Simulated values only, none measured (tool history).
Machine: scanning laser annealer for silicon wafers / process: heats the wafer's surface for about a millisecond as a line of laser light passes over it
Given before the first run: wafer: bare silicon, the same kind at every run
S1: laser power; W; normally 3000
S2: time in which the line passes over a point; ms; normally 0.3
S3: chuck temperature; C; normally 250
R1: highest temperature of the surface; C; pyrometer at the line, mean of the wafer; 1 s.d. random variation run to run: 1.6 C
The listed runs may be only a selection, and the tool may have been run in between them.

run	day	S1	S2	S3	R1
1	0	3000	0.3	250	934
2	0.492	3000	0.225	250	849
3	0.775	3000	0.225	250	852
4	1.075	3000	0.225	250	850
5	1.538	3000	0.225	250	850
6	1.958	3000	0.225	250	851
7	2.262	2760	0.3	250	869
8	2.796	2760	0.3	250	870
9	3.117	3000	0.3	250	934
10	3.579	3000	0.3	250	937
11	3.958	3000	0.3	250	934
12	4.325	3265	0.3	250	1007
13	4.746	3265	0.3	250	1007
14	5.179	3265	0.3	250	1003
15	5.479	2721	0.3	250	861
16	5.996	2721	0.3	250	861
# day 6.112: window over the wafer cleaned
17	6.442	2721	0.3	250	856
18	6.758	3000	0.3	261	941
19	7.192	3000	0.305	250	933
20	7.454	3000	0.305	211	892
21	7.833	3000	0.305	211	891
22	8.15	3000	0.285	258	920
23	8.4	3000	0.285	258	920
# day 8.771: window over the wafer cleaned, once more
24	9.05	3000	0.285	258	938
25	9.45	2731	0.3	250	870
26	9.9	3000	0.3	285	977
27	10.233	3159	0.3	215	954
28	10.738	3159	0.3	215	952
29	11.071	3159	0.3	215	952
30	11.592	3000	0.217	229	823
31	12.067	3000	0.217	229	825
32	12.504	2928	0.373	248	992

Estimate the outcome of run 33 from the log above:
33	13.004	2616	0.285	248	?

{"run 33": {"R1": 823}}
Minus the tool's unlogged condition, the same run would have read R1 832 C.
